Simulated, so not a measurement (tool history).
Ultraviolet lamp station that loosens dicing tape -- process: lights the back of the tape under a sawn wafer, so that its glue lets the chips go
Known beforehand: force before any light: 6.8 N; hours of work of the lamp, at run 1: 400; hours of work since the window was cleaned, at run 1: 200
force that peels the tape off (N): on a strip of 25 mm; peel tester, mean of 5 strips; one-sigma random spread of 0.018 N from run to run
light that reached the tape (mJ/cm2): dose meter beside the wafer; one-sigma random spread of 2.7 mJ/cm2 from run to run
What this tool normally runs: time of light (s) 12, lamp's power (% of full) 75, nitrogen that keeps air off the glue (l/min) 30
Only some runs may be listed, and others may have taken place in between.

run	hour	time of light (s)	lamp's power (% of full)	nitrogen that keeps air off the glue (l/min)	hours of work of the lamp	hours of work since the window was cleaned	force that peels the tape off (N)	light that reached the tape (mJ/cm2)
1	0.0	12	75	30	400	200	0.861	354
2	12.5	21	75	30	410	210	0.286	624
3	25.8	21	77	30	421	221	0.286	632
4	32.5	21	77	30	426	226	0.293	635
5	45.5	21	77	30	436	236	0.306	635
# hour 48.7: window cleaned of glue's vapour
6	58.3	21	77	30	446	8	0.297	635
7	68.8	12	75	30	454	16	0.867	354
8	80.7	12	75	30	464	25	0.875	351
9	93.7	12	75	30	474	36	0.863	354
10	100.9	6	81	26	480	41	2.287	190
11	108.6	18	75	11	486	47	0.920	530
12	121.8	12	75	48	496	58	0.619	357
13	131.2	12	75	48	504	65	0.612	354

Describe how what the log doesn't record of the tool's condition differs between the last listed run preceding each entry between runs and the first listed run following it.
In the gap between runs 5 and 6: window cleaned of glue's vapour (hour 48.7)
  light that the window lets through, % of a clean one's: 99.9 -> 100
